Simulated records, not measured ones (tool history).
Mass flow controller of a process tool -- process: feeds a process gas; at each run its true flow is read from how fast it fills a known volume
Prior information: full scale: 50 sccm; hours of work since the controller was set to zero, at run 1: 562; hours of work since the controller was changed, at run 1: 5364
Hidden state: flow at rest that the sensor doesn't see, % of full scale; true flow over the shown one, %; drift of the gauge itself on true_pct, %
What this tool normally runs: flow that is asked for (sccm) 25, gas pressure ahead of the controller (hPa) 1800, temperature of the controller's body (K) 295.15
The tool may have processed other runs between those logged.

| run | hour | flow that is asked for (sccm) | gas pressure ahead of the controller (hPa) | temperature of the controller's body (K) | hours of work since the controller was set to zero | hours of work since the controller was changed | true flow (%) |
|---|---|---|---|---|---|---|---|
| 1 | 0 | 25 | 1800 | 295.15 | 562 | 5364 | 98.9 |
|  | 161.6 | controller exchanged for a calibrated one |
| 2 | 205.9 | 25 | 1800 | 295.15 | 24 | 24 | 98.84 |
| 3 | 443 | 25 | 1800 | 295.15 | 152 | 152 | 98.62 |
| 4 | 592 | 25 | 1800 | 295.15 | 233 | 233 | 98.69 |
| 5 | 885.7 | 25 | 1800 | 295.15 | 392 | 392 | 98.29 |
| 6 | 1056.2 | 25 | 1800 | 295.15 | 484 | 484 | 98.24 |
| 7 | 1270.3 | 25 | 1800 | 307.15 | 600 | 600 | 96.91 |
| 8 | 1556.9 | 25 | 1800 | 307.15 | 756 | 756 | 96.69 |
| 9 | 1849.5 | 25 | 1800 | 307.15 | 914 | 914 | 96.59 |
| 10 | 2177 | 25 | 2300 | 295.15 | 1091 | 1091 | 97.79 |
| 11 | 2516.3 | 25 | 2300 | 296.15 | 1275 | 1275 | 97.55 |
| 12 | 2837.7 | 25 | 1800 | 295.15 | 1449 | 1449 | 97.33 |
|  | 2941.5 | gauge calibrated |
| 13 | 3012.5 | 25 | 1800 | 295.15 | 1544 | 1544 | 98.85 |
| 14 | 3292.9 | 25 | 1800 | 295.15 | 1696 | 1696 | 98.66 |
| 15 | 3556.9 | 25 | 1800 | 295.15 | 1838 | 1838 | 98.42 |
| 16 | 3795.8 | 25 | 1800 | 295.15 | 1968 | 1968 | 98.45 |
| 17 | 4113.2 | 26 | 1940 | 304.15 | 2140 | 2140 | 97.32 |
| 18 | 4305.3 | 16 | 1960 | 301.15 | 2244 | 2244 | 97.08 |
| 19 | 4601.7 | 25 | 1900 | 295.15 | 2404 | 2404 | 98 |
| 20 | 4927.8 | 42 | 2430 | 293.15 | 2581 | 2581 | 99.01 |
| 21 | 5259.5 | 5 | 2430 | 296.15 | 2760 | 2760 | 96.43 |
| 22 | 5417.2 | 16 | 1570 | 304.15 | 2846 | 2846 | 96.03 |
| 23 | 5612 | 8 | 2600 | 297.15 | 2951 | 2951 | 96.44 |
| 24 | 5882.8 | 6 | 1640 | 297.15 | 3098 | 3098 | 95.88 |
| 25 | 6176 | 32 | 1900 | 307.15 | 3257 | 3257 | 96.23 |
| 26 | 6393.4 | 25 | 2110 | 295.15 | 3374 | 3374 | 96.93 |
| 27 | 6734.1 | 25 | 2110 | 295.15 | 3559 | 3559 | 96.83 |
| 28 | 7053.8 | 25 | 2110 | 295.15 | 3732 | 3732 | 96.64 |
| 29 | 7369 | 8 | 2110 | 311.15 | 3903 | 3903 | 93.88 |
| 30 | 7700.8 | 8 | 2110 | 311.15 | 4082 | 4082 | 93.62 |
| 31 | 7971 | 8 | 2110 | 311.15 | 4229 | 4229 | 93.44 |
| 32 | 8311.9 | 14 | 1410 | 299.15 | 4413 | 4413 | 94.77 |

For each run, the measured value with the value that run would have given without the tool's hidden condition subtracted. The run-to-run variation is shared by both, the gauge scatter possibly not:
| run | true flow (%) |
|---|---|
| 1 | -0.02 |
| 2 | -0.12 |
| 3 | -0.25 |
| 4 | -0.34 |
| 5 | -0.51 |
| 6 | -0.6 |
| 7 | -0.72 |
| 8 | -0.87 |
| 9 | -1.04 |
| 10 | -1.24 |
| 11 | -1.43 |
| 12 | -1.61 |
| 13 | -0.04 |
| 14 | -0.21 |
| 15 | -0.35 |
| 16 | -0.49 |
| 17 | -0.66 |
| 18 | -0.78 |
| 19 | -0.95 |
| 20 | -1.15 |
| 21 | -1.33 |
| 22 | -1.4 |
| 23 | -1.53 |
| 24 | -1.68 |
| 25 | -1.83 |
| 26 | -1.97 |
| 27 | -2.17 |
| 28 | -2.35 |
| 29 | -2.48 |
| 30 | -2.66 |
| 31 | -2.82 |
| 32 | -3.04 |
